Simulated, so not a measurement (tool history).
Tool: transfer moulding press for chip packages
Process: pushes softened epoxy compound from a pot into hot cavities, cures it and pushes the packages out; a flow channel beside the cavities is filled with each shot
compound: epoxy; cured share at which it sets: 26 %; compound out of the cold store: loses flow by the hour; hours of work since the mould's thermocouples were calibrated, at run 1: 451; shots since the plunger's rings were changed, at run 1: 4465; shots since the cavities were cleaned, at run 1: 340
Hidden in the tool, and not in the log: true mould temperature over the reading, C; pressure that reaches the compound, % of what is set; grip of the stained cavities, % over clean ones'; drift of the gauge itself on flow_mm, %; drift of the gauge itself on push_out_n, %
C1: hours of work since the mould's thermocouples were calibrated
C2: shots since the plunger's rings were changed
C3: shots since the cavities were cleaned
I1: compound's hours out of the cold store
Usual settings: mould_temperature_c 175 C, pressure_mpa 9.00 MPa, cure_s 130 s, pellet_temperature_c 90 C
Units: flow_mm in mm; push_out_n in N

run 1 day=0.000 | mould_temperature_c=175 pressure_mpa=9.00 cure_s=130 pellet_temperature_c=90 | C1=451 C2=4465 C3=340 | I1=45.5 | flow_mm=704 push_out_n=295
-- day=1.333 cavities cleaned with cleaning compound and waxed
run 2 day=1.333 | mould_temperature_c=175 pressure_mpa=9.00 cure_s=130 pellet_temperature_c=90 | C1=464 C2=4646 C3=0 | I1=24.0 | flow_mm=786 push_out_n=278
run 3 day=2.979 | mould_temperature_c=175 pressure_mpa=9.00 cure_s=130 pellet_temperature_c=90 | C1=481 C2=4880 C3=234 | I1=33.9 | flow_mm=746 push_out_n=298
-- day=5.042 cavities cleaned with cleaning compound and waxed
run 4 day=5.504 | mould_temperature_c=175 pressure_mpa=9.00 cure_s=130 pellet_temperature_c=90 | C1=507 C2=5231 C3=66 | I1=25.9 | flow_mm=779 push_out_n=293
run 5 day=8.288 | mould_temperature_c=175 pressure_mpa=9.00 cure_s=130 pellet_temperature_c=90 | C1=536 C2=5628 C3=463 | I1=30.5 | flow_mm=761 push_out_n=300
-- day=8.829 cavities cleaned with cleaning compound and waxed
run 6 day=11.046 | mould_temperature_c=175 pressure_mpa=9.00 cure_s=130 pellet_temperature_c=90 | C1=563 C2=6012 C3=316 | I1=26.0 | flow_mm=776 push_out_n=282
-- day=12.746 cavities cleaned with cleaning compound and waxed
run 7 day=12.850 | mould_temperature_c=175 pressure_mpa=9.00 cure_s=130 pellet_temperature_c=90 | C1=581 C2=6260 C3=15 | I1=34.2 | flow_mm=745 push_out_n=281
run 8 day=14.550 | mould_temperature_c=175 pressure_mpa=9.00 cure_s=130 pellet_temperature_c=90 | C1=599 C2=6502 C3=257 | I1=10.2 | flow_mm=839 push_out_n=275
-- day=15.975 plunger's sealing rings changed
-- day=16.583 cavities cleaned with cleaning compound and waxed
run 9 day=16.912 | mould_temperature_c=175 pressure_mpa=9.00 cure_s=130 pellet_temperature_c=90 | C1=622 C2=124 C3=47 | I1=27.7 | flow_mm=771 push_out_n=300
run 10 day=18.196 | mould_temperature_c=175 pressure_mpa=9.00 cure_s=130 pellet_temperature_c=90 | C1=635 C2=307 C3=230 | I1=37.5 | flow_mm=733 push_out_n=295
run 11 day=20.154 | mould_temperature_c=175 pressure_mpa=9.00 cure_s=130 pellet_temperature_c=90 | C1=655 C2=586 C3=509 | I1=43.6 | flow_mm=712 push_out_n=284
-- day=20.375 cavities cleaned with cleaning compound and waxed
run 12 day=22.196 | mould_temperature_c=175 pressure_mpa=9.00 cure_s=130 pellet_temperature_c=86 | C1=676 C2=868 C3=259 | I1=21.8 | flow_mm=798 push_out_n=299
-- day=24.138 cavities cleaned with cleaning compound and waxed
run 13 day=25.100 | mould_temperature_c=175 pressure_mpa=9.00 cure_s=130 pellet_temperature_c=86 | C1=705 C2=1273 C3=137 | I1=26.0 | flow_mm=778 push_out_n=279
run 14 day=26.629 | mould_temperature_c=181 pressure_mpa=9.00 cure_s=130 pellet_temperature_c=87 | C1=721 C2=1491 C3=355 | I1=21.7 | flow_mm=770 push_out_n=287
-- day=28.000 cavities cleaned with cleaning compound and waxed
run 15 day=28.775 | mould_temperature_c=178 pressure_mpa=8.00 cure_s=130 pellet_temperature_c=87 | C1=742 C2=1787 C3=110 | I1=11.6 | flow_mm=778 push_out_n=293
run 16 day=31.112 | mould_temperature_c=175 pressure_mpa=10.64 cure_s=130 pellet_temperature_c=86 | C1=767 C2=2120 C3=443 | I1=40.4 | flow_mm=785 push_out_n=282
-- day=31.750 cavities cleaned with cleaning compound and waxed
run 17 day=32.529 | mould_temperature_c=175 pressure_mpa=10.64 cure_s=130 pellet_temperature_c=86 | C1=781 C2=2313 C3=111 | I1=14.5 | flow_mm=891 push_out_n=285
run 18 day=34.762 | mould_temperature_c=169 pressure_mpa=9.43 cure_s=116 pellet_temperature_c=86 | C1=804 C2=2632 C3=430 | I1=22.6 | flow_mm=837 push_out_n=412
-- day=35.646 cavities cleaned with cleaning compound and waxed
run 19 day=36.221 | mould_temperature_c=175 pressure_mpa=7.51 cure_s=130 pellet_temperature_c=85 | C1=818 C2=2831 C3=82 | I1=47.5 | flow_mm=642 push_out_n=286
-- day=38.821 mould's thermocouples calibrated
run 20 day=39.075 | mould_temperature_c=175 pressure_mpa=9.00 cure_s=130 pellet_temperature_c=81 | C1=3 C2=3225 C3=476 | I1=38.6 | flow_mm=733 push_out_n=294
-- day=39.638 cavities cleaned with cleaning compound and waxed
run 21 day=41.271 | mould_temperature_c=175 pressure_mpa=9.00 cure_s=130 pellet_temperature_c=81 | C1=25 C2=3530 C3=234 | I1=8.5 | flow_mm=851 push_out_n=310
-- day=43.429 cavities cleaned with cleaning compound and waxed
run 22 day=44.333 | mould_temperature_c=171 pressure_mpa=7.93 cure_s=130 pellet_temperature_c=90 | C1=56 C2=3957 C3=129 | I1=45.8 | flow_mm=678 push_out_n=325
-- day=47.283 cavities cleaned with cleaning compound and waxed
run 23 day=47.396 | mould_temperature_c=171 pressure_mpa=7.93 cure_s=130 pellet_temperature_c=90 | C1=87 C2=4384 C3=16 | I1=20.8 | flow_mm=766 push_out_n=324
run 24 day=49.638 | mould_temperature_c=175 pressure_mpa=9.00 cure_s=132 pellet_temperature_c=93 | C1=110 C2=4704 C3=336 | I1=25.5 | flow_mm=783 push_out_n=290
-- day=51.079 cavities cleaned with cleaning compound and waxed
run 25 day=51.983 | mould_temperature_c=175 pressure_mpa=9.00 cure_s=132 pellet_temperature_c=93 | C1=134 C2=5029 C3=129 | I1=12.5 | flow_mm=833 push_out_n=295
run 26 day=53.746 | mould_temperature_c=175 pressure_mpa=9.00 cure_s=132 pellet_temperature_c=93 | C1=152 C2=5280 C3=380 | I1=36.4 | flow_mm=739 push_out_n=283

How the hidden state differs across the entries between the runs, from the last listed run before each to the first after it:
Between runs 1 and 2: cavities cleaned with cleaning compound and waxed (day 1.333)
  grip of the stained cavities, % over clean ones': 0.9 -> 0
Between runs 3 and 4: cavities cleaned with cleaning compound and waxed (day 5.042)
  pressure that reaches the compound, % of what is set: 99.86 -> 99.85; grip of the stained cavities, % over clean ones': 0.7 -> 0.2
Between runs 5 and 6: cavities cleaned with cleaning compound and waxed (day 8.829)
  pressure that reaches the compound, % of what is set: 99.84 -> 99.83; grip of the stained cavities, % over clean ones': 1.1 -> 0.8
Between runs 6 and 7: cavities cleaned with cleaning compound and waxed (day 12.746)
  pressure that reaches the compound, % of what is set: 99.83 -> 99.82; grip of the stained cavities, % over clean ones': 0.8 -> 0.1
Between runs 8 and 9: plunger's sealing rings changed (day 15.975); cavities cleaned with cleaning compound and waxed (day 16.583)
  pressure that reaches the compound, % of what is set: 99.82 -> 100; grip of the stained cavities, % over clean ones': 0.7 -> 0.2
Between runs 11 and 12: cavities cleaned with cleaning compound and waxed (day 20.375)
  grip of the stained cavities, % over clean ones': 1.1 -> 0.8
Between runs 12 and 13: cavities cleaned with cleaning compound and waxed (day 24.138)
  pressure that reaches the compound, % of what is set: 99.98 -> 99.96; grip of the stained cavities, % over clean ones': 0.8 -> 0.4
Between runs 14 and 15: cavities cleaned with cleaning compound and waxed (day 28.000)
  pressure that reaches the compound, % of what is set: 99.96 -> 99.95; grip of the stained cavities, % over clean ones': 0.9 -> 0.4
Between runs 16 and 17: cavities cleaned with cleaning compound and waxed (day 31.750)
  grip of the stained cavities, % over clean ones': 1 -> 0.3
Between runs 18 and 19: cavities cleaned with cleaning compound and waxed (day 35.646)
  pressure that reaches the compound, % of what is set: 99.93 -> 99.92; grip of the stained cavities, % over clean ones': 1 -> 0.3
Between runs 19 and 20: mould's thermocouples calibrated (day 38.821)
  true mould temperature over the reading, C: 0.01 -> 0; pressure that reaches the compound, % of what is set: 99.92 -> 99.91; grip of the stained cavities, % over clean ones': 0.3 -> 1
Between runs 20 and 21: cavities cleaned with cleaning compound and waxed (day 39.638)
  pressure that reaches the compound, % of what is set: 99.91 -> 99.9; grip of the stained cavities, % over clean ones': 1 -> 0.7
Between runs 21 and 22: cavities cleaned with cleaning compound and waxed (day 43.429)
  pressure that reaches the compound, % of what is set: 99.9 -> 99.89; grip of the stained cavities, % over clean ones': 0.7 -> 0.4
Between runs 22 and 23: cavities cleaned with cleaning compound and waxed (day 47.283)
  true mould temperature over the reading, C: 0 -> 0.01; pressure that reaches the compound, % of what is set: 99.89 -> 99.88; grip of the stained cavities, % over clean ones': 0.4 -> 0.1
Between runs 24 and 25: cavities cleaned with cleaning compound and waxed (day 51.079)
  pressure that reaches the compound, % of what is set: 99.87 -> 99.86; grip of the stained cavities, % over clean ones': 0.8 -> 0.4
